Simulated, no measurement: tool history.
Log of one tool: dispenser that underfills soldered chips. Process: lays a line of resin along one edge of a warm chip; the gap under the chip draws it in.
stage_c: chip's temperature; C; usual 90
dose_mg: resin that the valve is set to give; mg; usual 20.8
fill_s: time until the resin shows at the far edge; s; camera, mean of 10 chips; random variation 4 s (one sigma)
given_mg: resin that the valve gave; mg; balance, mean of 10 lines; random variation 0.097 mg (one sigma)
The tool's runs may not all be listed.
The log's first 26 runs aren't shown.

run	hour	stage_c	dose_mg	hours of work since the syringe was changed	hours of work since the valve was cleaned	hours of work since the stage was calibrated	fill_s	given_mg
27	90.2	88	26.3	8	14	86	688.4	26.11
28	93.2	91	20.8	10	16	88	683.5	20.8
# hour 96.9: new syringe of resin
29	96.9	104	21	0	18	90	242	20.84
30	100.2	78	21	2	20	92	777.1	20.89
31	102.7	97	20.8	4	22	94	386.3	20.87
32	105.7	80	22.7	6	24	96	862.9	22.42
33	108.6	103	22.2	7	26	98	383	22.05
34	111.6	103	22.2	9	27	99	419.9	21.96
35	114.9	88	26.9	11	30	102	852.8	26.79
# hour 116: new syringe of resin
36	118.6	88	26.9	2	32	104	492.1	26.83
37	120.9	100	19.5	3	33	105	338	19.26

3 ways to go on from here, each from the tool as it stands after run 37. What would each give?
A	123.9	83	21.3	5	35	107	?	?
B	123.9	93	19.4	5	35	107	?	?
C	123.9	92	22.1	5	35	107	?	?

run	fill_s	given_mg
A	727.5	21.04
B	497.2	19.04
C	510.3	22.01
Without the tool's hidden state the same runs would have given:
run	fill_s	given_mg
A	530.8	21.26
B	363.2	19.24
C	373.2	22.24
